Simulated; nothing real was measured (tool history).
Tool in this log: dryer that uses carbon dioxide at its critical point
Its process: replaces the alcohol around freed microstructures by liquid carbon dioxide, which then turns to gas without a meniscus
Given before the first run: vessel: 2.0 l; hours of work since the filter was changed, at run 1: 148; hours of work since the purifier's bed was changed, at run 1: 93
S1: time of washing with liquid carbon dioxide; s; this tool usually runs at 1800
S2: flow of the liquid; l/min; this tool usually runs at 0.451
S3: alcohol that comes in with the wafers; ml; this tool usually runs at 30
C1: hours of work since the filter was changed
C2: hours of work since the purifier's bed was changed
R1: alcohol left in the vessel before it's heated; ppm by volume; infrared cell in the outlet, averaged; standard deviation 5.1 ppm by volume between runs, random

{"run": 1, "hour": 0.0, "S1": 1800, "S2": 0.451, "S3": 30, "C1": 148, "C2": 93, "R1": 99}
{"run": 2, "hour": 7.9, "S1": 1800, "S2": 0.451, "S3": 31, "C1": 152, "C2": 97, "R1": 107}
{"run": 3, "hour": 13.8, "S1": 1800, "S2": 0.451, "S3": 31, "C1": 155, "C2": 99, "R1": 106}
{"run": 4, "hour": 22.8, "S1": 1800, "S2": 0.476, "S3": 30, "C1": 159, "C2": 103, "R1": 85}
{"run": 5, "hour": 31.9, "S1": 1800, "S2": 0.476, "S3": 30, "C1": 163, "C2": 107, "R1": 83}
{"run": 6, "hour": 40.0, "S1": 1800, "S2": 0.451, "S3": 30, "C1": 167, "C2": 111, "R1": 121}
{"run": 7, "hour": 48.1, "S1": 1800, "S2": 0.451, "S3": 30, "C1": 170, "C2": 115, "R1": 109}
{"run": 8, "hour": 56.6, "S1": 1800, "S2": 0.451, "S3": 30, "C1": 174, "C2": 119, "R1": 109}
{"run": 9, "hour": 65.6, "S1": 1800, "S2": 0.451, "S3": 30, "C1": 178, "C2": 123, "R1": 117}
{"hour": 74.9, "done": "inlet filter changed"}
{"run": 10, "hour": 74.9, "S1": 1800, "S2": 0.451, "S3": 30, "C1": 0, "C2": 127, "R1": 89}
{"run": 11, "hour": 82.0, "S1": 1800, "S2": 0.451, "S3": 30, "C1": 3, "C2": 130, "R1": 84}
{"run": 12, "hour": 88.5, "S1": 1800, "S2": 0.326, "S3": 30, "C1": 6, "C2": 133, "R1": 274}
{"run": 13, "hour": 93.3, "S1": 1800, "S2": 0.326, "S3": 30, "C1": 8, "C2": 135, "R1": 292}
{"run": 14, "hour": 100.4, "S1": 1800, "S2": 0.476, "S3": 30, "C1": 12, "C2": 138, "R1": 82}
{"run": 15, "hour": 107.7, "S1": 1800, "S2": 0.476, "S3": 30, "C1": 15, "C2": 141, "R1": 76}
{"run": 16, "hour": 115.3, "S1": 1800, "S2": 0.476, "S3": 30, "C1": 18, "C2": 145, "R1": 67}
{"run": 17, "hour": 119.3, "S1": 1800, "S2": 0.476, "S3": 30, "C1": 20, "C2": 147, "R1": 84}
{"run": 18, "hour": 126.0, "S1": 1800, "S2": 0.476, "S3": 30, "C1": 23, "C2": 150, "R1": 80}
{"run": 19, "hour": 130.8, "S1": 2100, "S2": 0.625, "S3": 33, "C1": 25, "C2": 152, "R1": 34}
{"run": 20, "hour": 135.7, "S1": 1620, "S2": 0.625, "S3": 112, "C1": 28, "C2": 154, "R1": 91}
{"run": 21, "hour": 142.2, "S1": 1800, "S2": 0.743, "S3": 31, "C1": 31, "C2": 157, "R1": 44}
{"run": 22, "hour": 146.8, "S1": 1380, "S2": 0.451, "S3": 75, "C1": 33, "C2": 159, "R1": 585}
{"run": 23, "hour": 151.0, "S1": 1140, "S2": 0.451, "S3": 102, "C1": 35, "C2": 161, "R1": 1582}
{"run": 24, "hour": 158.2, "S1": 1140, "S2": 0.451, "S3": 102, "C1": 38, "C2": 164, "R1": 1629}
{"run": 25, "hour": 163.8, "S1": 1260, "S2": 0.329, "S3": 30, "C1": 40, "C2": 167, "R1": 914}
{"run": 26, "hour": 172.1, "S1": 1920, "S2": 0.322, "S3": 88, "C1": 44, "C2": 171, "R1": 677}
{"run": 27, "hour": 179.2, "S1": 1920, "S2": 0.322, "S3": 88, "C1": 47, "C2": 174, "R1": 680}
{"run": 28, "hour": 186.6, "S1": 1920, "S2": 0.322, "S3": 88, "C1": 51, "C2": 177, "R1": 698}
{"run": 29, "hour": 193.1, "S1": 1980, "S2": 0.451, "S3": 30, "C1": 54, "C2": 180, "R1": 74}
{"run": 30, "hour": 197.6, "S1": 1980, "S2": 0.451, "S3": 30, "C1": 56, "C2": 182, "R1": 71}
{"run": 31, "hour": 204.3, "S1": 1980, "S2": 0.451, "S3": 30, "C1": 59, "C2": 185, "R1": 74}
{"run": 32, "hour": 208.7, "S1": 1560, "S2": 0.514, "S3": 26, "C1": 61, "C2": 187, "R1": 98}
{"run": 33, "hour": 216.7, "S1": 1800, "S2": 0.451, "S3": 102, "C1": 65, "C2": 191, "R1": 263}

Alternative continuations, all from the tool just after run 33; predict every row:
{"run": "A", "hour": 221.9, "S1": 2700, "S2": 0.75, "S3": 22, "C1": 67, "C2": 193, "R1": "?"}
{"run": "B", "hour": 221.9, "S1": 1800, "S2": 0.451, "S3": 35, "C1": 67, "C2": 193, "R1": "?"}
{"run": "C", "hour": 221.9, "S1": 1800, "S2": 0.451, "S3": 65, "C1": 67, "C2": 193, "R1": "?"}
{"run": "D", "hour": 221.9, "S1": 1800, "S2": 0.451, "S3": 21, "C1": 67, "C2": 193, "R1": "?"}
{"run": "E", "hour": 221.9, "S1": 1800, "S2": 0.38, "S3": 30, "C1": 67, "C2": 193, "R1": "?"}

run=A R1=45
run=B R1=114
run=C R1=182
run=D R1=96
run=E R1=202
What these runs would have given with no unlogged condition in the tool:
run=A R1=11
run=B R1=64
run=C R1=120
run=D R1=51
run=E R1=142

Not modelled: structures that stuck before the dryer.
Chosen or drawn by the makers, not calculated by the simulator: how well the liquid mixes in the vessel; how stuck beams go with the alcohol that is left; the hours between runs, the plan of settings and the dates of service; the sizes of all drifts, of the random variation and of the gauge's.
